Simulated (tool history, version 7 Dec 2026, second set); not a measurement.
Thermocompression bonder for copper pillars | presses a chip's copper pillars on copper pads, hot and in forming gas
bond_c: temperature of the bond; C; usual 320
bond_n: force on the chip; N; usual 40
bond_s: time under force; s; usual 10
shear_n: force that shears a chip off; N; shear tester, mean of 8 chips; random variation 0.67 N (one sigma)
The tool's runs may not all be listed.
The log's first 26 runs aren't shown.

| run | day | bond_c | bond_n | bond_s | shear_n |
|---|---|---|---|---|---|
| 27 | 40.483 | 338 | 50 | 10 | 63.9 |
| 28 | 41.858 | 348 | 40 | 10 | 59.4 |
| 29 | 44.238 | 290 | 35 | 15 | 29.8 |
| 30 | 45.229 | 306 | 26 | 10 | 23.6 |
| 31 | 47.112 | 310 | 40 | 10 | 38.9 |
|  | 47.454 | forming gas filter changed |
| 32 | 48.804 | 297 | 40 | 11 | 33.7 |
| 33 | 49.942 | 331 | 40 | 7 | 43.9 |
| 34 | 51.488 | 347 | 40 | 18 | 69.9 |
| 35 | 53.658 | 294 | 40 | 19 | 39.1 |
| 36 | 55.8 | 347 | 40 | 26 | 74.7 |

Forecast each of these 5 alternatives for the next run:
|  | 56.55 | forming gas filter changed |
| A | 58.125 | 311 | 32 | 6 | ? |
|  | 56.55 | forming gas filter changed |
| B | 58.125 | 347 | 33 | 12 | ? |
|  | 56.55 | forming gas filter changed |
| C | 58.125 | 347 | 33 | 8 | ? |
|  | 56.55 | forming gas filter changed |
| D | 58.125 | 350 | 27 | 12 | ? |
|  | 56.55 | forming gas filter changed |
| E | 58.125 | 303 | 56 | 5 | ? |

| run | shear_n |
|---|---|
| A | 26.6 |
| B | 54.4 |
| C | 47.8 |
| D | 48 |
| E | 36.9 |
Without the tool's hidden state the same runs would have given:
| run | shear_n |
|---|---|
| A | 26.7 |
| B | 54.5 |
| C | 48 |
| D | 48.2 |
| E | 37.1 |
